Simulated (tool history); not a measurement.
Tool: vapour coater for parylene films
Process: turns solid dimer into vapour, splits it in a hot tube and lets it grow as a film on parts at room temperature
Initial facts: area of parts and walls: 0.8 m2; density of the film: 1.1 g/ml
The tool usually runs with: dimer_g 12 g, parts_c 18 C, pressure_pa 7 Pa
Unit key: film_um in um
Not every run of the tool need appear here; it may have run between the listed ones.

run 1 day=0 | dimer_g=12 parts_c=18 pressure_pa=7 | film_um=5.93
run 2 day=0.558 | dimer_g=12 parts_c=18 pressure_pa=7 | film_um=5.98
run 3 day=0.988 | dimer_g=12 parts_c=18 pressure_pa=11.4 | film_um=5.55
run 4 day=1.508 | dimer_g=12 parts_c=18 pressure_pa=11.4 | film_um=5.57
run 5 day=1.892 | dimer_g=12 parts_c=18 pressure_pa=7 | film_um=5.94
run 6 day=2.404 | dimer_g=12 parts_c=18 pressure_pa=7 | film_um=6
run 7 day=2.875 | dimer_g=12 parts_c=18 pressure_pa=7 | film_um=5.96
run 8 day=3.521 | dimer_g=12 parts_c=18 pressure_pa=7 | film_um=5.97
run 9 day=4.233 | dimer_g=12 parts_c=18 pressure_pa=7 | film_um=5.99
run 10 day=4.592 | dimer_g=12 parts_c=18 pressure_pa=7 | film_um=5.99
run 11 day=4.983 | dimer_g=12 parts_c=18 pressure_pa=7 | film_um=5.94
run 12 day=5.321 | dimer_g=12 parts_c=18 pressure_pa=7 | film_um=5.94
run 13 day=5.658 | dimer_g=12 parts_c=18 pressure_pa=7 | film_um=5.94
run 14 day=6.342 | dimer_g=12 parts_c=18 pressure_pa=7 | film_um=5.99
run 15 day=6.942 | dimer_g=12 parts_c=18 pressure_pa=7 | film_um=5.98
run 16 day=7.592 | dimer_g=12 parts_c=18 pressure_pa=2.58 | film_um=6.85
run 17 day=8.179 | dimer_g=12 parts_c=18 pressure_pa=2.58 | film_um=6.81
run 18 day=8.712 | dimer_g=12 parts_c=18 pressure_pa=2.58 | film_um=6.81
run 19 day=9.067 | dimer_g=12 parts_c=18 pressure_pa=2.58 | film_um=6.9
run 20 day=9.683 | dimer_g=12 parts_c=18 pressure_pa=7 | film_um=5.99
run 21 day=9.983 | dimer_g=12 parts_c=18 pressure_pa=7 | film_um=5.89
run 22 day=10.575 | dimer_g=15 parts_c=19 pressure_pa=3.55 | film_um=8.13
run 23 day=11.229 | dimer_g=15 parts_c=27 pressure_pa=2.44 | film_um=7.47
run 24 day=11.908 | dimer_g=12 parts_c=23 pressure_pa=7 | film_um=5.49
run 25 day=12.317 | dimer_g=21 parts_c=26 pressure_pa=7 | film_um=9.12
run 26 day=13.004 | dimer_g=12 parts_c=11 pressure_pa=6.72 | film_um=6.64
run 27 day=13.383 | dimer_g=19 parts_c=10 pressure_pa=2.53 | film_um=12.31
run 28 day=13.942 | dimer_g=15 parts_c=19 pressure_pa=6.08 | film_um=7.49
run 29 day=14.633 | dimer_g=15 parts_c=19 pressure_pa=6.08 | film_um=7.38
run 30 day=15.121 | dimer_g=8 parts_c=16 pressure_pa=2.03 | film_um=4.92
-- day=15.717 trap's valve overhauled
run 31 day=15.996 | dimer_g=8 parts_c=16 pressure_pa=2.03 | film_um=4.89
run 32 day=16.612 | dimer_g=19 parts_c=18 pressure_pa=7.26 | film_um=9.36
run 33 day=16.975 | dimer_g=12 parts_c=18 pressure_pa=7 | film_um=5.94
run 34 day=17.358 | dimer_g=12 parts_c=20 pressure_pa=7 | film_um=5.8
run 35 day=17.775 | dimer_g=14 parts_c=10 pressure_pa=2.57 | film_um=9.12
run 36 day=18.146 | dimer_g=14 parts_c=10 pressure_pa=2.57 | film_um=9.15
run 37 day=18.758 | dimer_g=14 parts_c=10 pressure_pa=4.03 | film_um=8.6
run 38 day=19.425 | dimer_g=12 parts_c=10 pressure_pa=4.61 | film_um=7.15
run 39 day=19.929 | dimer_g=8 parts_c=20 pressure_pa=4.83 | film_um=4.03
run 40 day=20.392 | dimer_g=8 parts_c=20 pressure_pa=5.07 | film_um=4.01
run 41 day=20.892 | dimer_g=8 parts_c=20 pressure_pa=5.07 | film_um=4.02
run 42 day=21.362 | dimer_g=18 parts_c=11 pressure_pa=8.47 | film_um=9.7

Consider 5 possible next runs. They are alternatives, not a sequence: every one starts from the tool as it was left by run 42. What does each give?
run A day=21.692 | dimer_g=12 parts_c=17 pressure_pa=2.99 | film_um=?
run B day=21.692 | dimer_g=6 parts_c=13 pressure_pa=5.34 | film_um=?
run C day=21.692 | dimer_g=5 parts_c=26 pressure_pa=2.49 | film_um=?
run D day=21.692 | dimer_g=7 parts_c=18 pressure_pa=7 | film_um=?
run E day=21.692 | dimer_g=6 parts_c=13 pressure_pa=3.5 | film_um=?

run=A film_um=6.79
run=B film_um=3.37
run=C film_um=2.54
run=D film_um=3.49
run=E film_um=3.58
Take away the tool's hidden state, keep each run's random variation, and the runs would have read:
run=A film_um=6.8
run=B film_um=3.37
run=C film_um=2.55
run=D film_um=3.5
run=E film_um=3.59
